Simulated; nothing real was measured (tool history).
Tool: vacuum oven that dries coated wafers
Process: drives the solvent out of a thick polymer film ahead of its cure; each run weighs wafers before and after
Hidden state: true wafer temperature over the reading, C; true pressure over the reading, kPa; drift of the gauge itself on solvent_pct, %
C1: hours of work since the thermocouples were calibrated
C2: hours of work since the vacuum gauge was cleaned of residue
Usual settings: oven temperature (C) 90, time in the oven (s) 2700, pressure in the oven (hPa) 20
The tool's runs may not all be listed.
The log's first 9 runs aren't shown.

Run 10, hour 120.6: usual settings but time in the oven (s) 4260; C1 508; C2 294. Result: solvent left in the film (%) 1.5.
Run 11, hour 134.9: usual settings; C1 519; C2 304. Result: solvent left in the film (%) 2.52.
Run 12, hour 151.8: usual settings; C1 531; C2 317. Result: solvent left in the film (%) 2.54.
Run 13, hour 162.2: usual settings; C1 539; C2 324. Result: solvent left in the film (%) 2.59.
Run 14, hour 180.4: usual settings; C1 552; C2 337. Result: solvent left in the film (%) 2.55.
Run 15, hour 188.9: usual settings but oven temperature (C) 102; C1 558; C2 344. Result: solvent left in the film (%) 0.89.
Run 16, hour 198.4: usual settings but oven temperature (C) 102; C1 565; C2 351. Result: solvent left in the film (%) 0.88.
Run 17, hour 216.6: usual settings but oven temperature (C) 102; C1 578; C2 364. Result: solvent left in the film (%) 0.86.
Run 18, hour 228.7: usual settings but oven temperature (C) 99, time in the oven (s) 1560, pressure in the oven (hPa) 14; C1 587; C2 373. Result: solvent left in the film (%) 2.13.
Run 19, hour 236.8: usual settings but oven temperature (C) 81, time in the oven (s) 2100, pressure in the oven (hPa) 28.6; C1 593; C2 379. Result: solvent left in the film (%) 7.42.
Run 20, hour 244.8: usual settings but oven temperature (C) 94, time in the oven (s) 4380, pressure in the oven (hPa) 11.7; C1 599; C2 384. Result: solvent left in the film (%) 0.66.
Run 21, hour 259.4: usual settings but oven temperature (C) 94, time in the oven (s) 4380, pressure in the oven (hPa) 11.7; C1 609; C2 395. Result: solvent left in the film (%) 0.73.
Run 22, hour 268.8: usual settings but oven temperature (C) 89, time in the oven (s) 1920; C1 616; C2 402. Result: solvent left in the film (%) 4.38.
Run 23, hour 287.1: usual settings but time in the oven (s) 1320; C1 630; C2 415. Result: solvent left in the film (%) 6.1.
Run 24, hour 304: usual settings but time in the oven (s) 1320; C1 642; C2 428. Result: solvent left in the film (%) 6.12.
Run 25, hour 316.6: usual settings but time in the oven (s) 3000; C1 651; C2 437. Result: solvent left in the film (%) 2.27.
Run 26, hour 333.1: usual settings but oven temperature (C) 86, time in the oven (s) 1500, pressure in the oven (hPa) 12.7; C1 663; C2 449. Result: solvent left in the film (%) 6.47.
Run 27, hour 350.4: usual settings but oven temperature (C) 93; C1 676; C2 461. Result: solvent left in the film (%) 1.83.
Run 28, hour 365.2: usual settings but oven temperature (C) 89, time in the oven (s) 1920, pressure in the oven (hPa) 71.5; C1 687; C2 472. Result: solvent left in the film (%) 7.06.
Run 29, hour 373.7: usual settings but time in the oven (s) 2520, pressure in the oven (hPa) 11.2; C1 693; C2 478. Result: solvent left in the film (%) 2.34.
Run 30, hour 391.7: usual settings but oven temperature (C) 95, time in the oven (s) 3780; C1 706; C2 492. Result: solvent left in the film (%) 1.14.
Run 31, hour 399.2: usual settings but oven temperature (C) 95, time in the oven (s) 3780, pressure in the oven (hPa) 19.1; C1 711; C2 497. Result: solvent left in the film (%) 1.04.

5 ways to go on from here, each from the tool as it stands after run 31. What would each give?
Run A, hour 415.2: usual settings but oven temperature (C) 98, time in the oven (s) 2760, pressure in the oven (hPa) 10.5; C1 723; C2 509. Result: solvent left in the film (%) ?.
Run B, hour 415.2: usual settings but oven temperature (C) 95, time in the oven (s) 1740, pressure in the oven (hPa) 19.1; C1 723; C2 509. Result: solvent left in the film (%) ?.
Run C, hour 415.2: usual settings but oven temperature (C) 95, time in the oven (s) 3780, pressure in the oven (hPa) 15; C1 723; C2 509. Result: solvent left in the film (%) ?.
Run D, hour 415.2: usual settings but oven temperature (C) 94, time in the oven (s) 1920, pressure in the oven (hPa) 27.2; C1 723; C2 509. Result: solvent left in the film (%) ?.
Run E, hour 415.2: usual settings but oven temperature (C) 80, time in the oven (s) 1860, pressure in the oven (hPa) 17; C1 723; C2 509. Result: solvent left in the film (%) ?.

run  solvent left in the film (%)
  A                          0.72
  B                          2.87
  C                          0.91
  D                          3.18
  E                          8.02
Without the tool's hidden state the same runs would have given:
run  solvent left in the film (%)
  A                          0.71
  B                          2.85
  C                           0.9
  D                          3.16
  E                          7.99

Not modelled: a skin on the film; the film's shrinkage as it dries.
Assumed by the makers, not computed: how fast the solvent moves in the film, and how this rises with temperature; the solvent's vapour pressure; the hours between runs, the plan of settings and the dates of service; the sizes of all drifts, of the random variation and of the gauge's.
